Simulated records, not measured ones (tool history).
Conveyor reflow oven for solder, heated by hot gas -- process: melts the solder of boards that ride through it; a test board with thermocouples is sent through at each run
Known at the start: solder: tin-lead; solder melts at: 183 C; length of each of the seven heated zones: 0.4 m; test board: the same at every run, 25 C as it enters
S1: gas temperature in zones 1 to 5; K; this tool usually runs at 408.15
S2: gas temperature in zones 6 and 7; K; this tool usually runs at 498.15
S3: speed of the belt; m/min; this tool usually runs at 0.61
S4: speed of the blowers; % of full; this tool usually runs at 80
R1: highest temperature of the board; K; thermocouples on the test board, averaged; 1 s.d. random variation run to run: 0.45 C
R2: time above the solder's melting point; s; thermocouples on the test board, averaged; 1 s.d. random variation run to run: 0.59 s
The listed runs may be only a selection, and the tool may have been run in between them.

run   hour      S1      S2     S3  S4      R1    R2
  1      0  408.15  498.15   0.61  80  482.55  52.2
  2   59.2  408.15  498.15   0.61  80  482.75  52.6
  3  106.7  408.15  498.15   0.61  80  483.05    52
  4  145.1  408.15  498.15   0.61  80  483.05  51.4
  5  184.6  408.15  498.15   0.61  80  482.55  51.8
  6  212.8  408.15  498.15   0.61  80  482.65  52.2
  7  272.6  408.15  498.15   0.61  80  482.35  51.5
  8  297.2  408.15  498.15   0.61  80  482.75  51.9
  9  328.4  408.15  498.15   0.61  80  482.15  52.3
 10  359.4  408.15  498.15   0.61  80  482.05  51.8
     366.8  -- belt drive overhauled, speed set with a stopwatch
     404.5  -- flux residue cleaned out of gas plates and filters
 11  406.8  408.15  498.15   0.61  80  485.25    56
 12  467.9  408.15  498.15   0.61  80  485.45  56.4
 13  521.1  407.15  493.15  0.563  61  478.85  51.7
 14  548.1  408.15  497.15  0.558  80  486.15  63.8
 15  592.7  408.15  497.15  0.558  80  487.05  62.6
 16  639.2  408.15  497.15  0.513  83  488.85  73.7
 17  669.8  399.15  507.15  0.567  54  485.95  55.8
     677.8  -- belt drive overhauled, speed set with a stopwatch, once more
 18  734.5  401.15  489.15  0.686  70  467.85  24.8
 19  778.1  408.15  498.15   0.61  66  479.75  47.7
 20  816.8  402.15  487.15  0.589  80  473.85  41.4
 21  865.9  402.15  489.15  0.648  80  473.75  34.1
 22  923.2  402.15  489.15  0.648  80  472.55  34.8
 23  970.1  414.15  498.15  0.497  63  486.75  72.5

Forecast each of these 3 alternatives for the next run:
  A  1001.2  411.15  498.15  0.497  63   ?   ?
  B  1001.2  408.15  502.15   0.61  80   ?   ?
  C  1001.2  408.15  498.15  0.597  50   ?   ?

run      R1    R2
  A  486.25  69.2
  B  486.25  54.9
  C  475.55  41.4
With the hidden condition removed and each run's random variation left untouched, the same runs would have given:
run      R1    R2
  A  484.95  67.8
  B  485.45  54.2
  C  474.55  40.1

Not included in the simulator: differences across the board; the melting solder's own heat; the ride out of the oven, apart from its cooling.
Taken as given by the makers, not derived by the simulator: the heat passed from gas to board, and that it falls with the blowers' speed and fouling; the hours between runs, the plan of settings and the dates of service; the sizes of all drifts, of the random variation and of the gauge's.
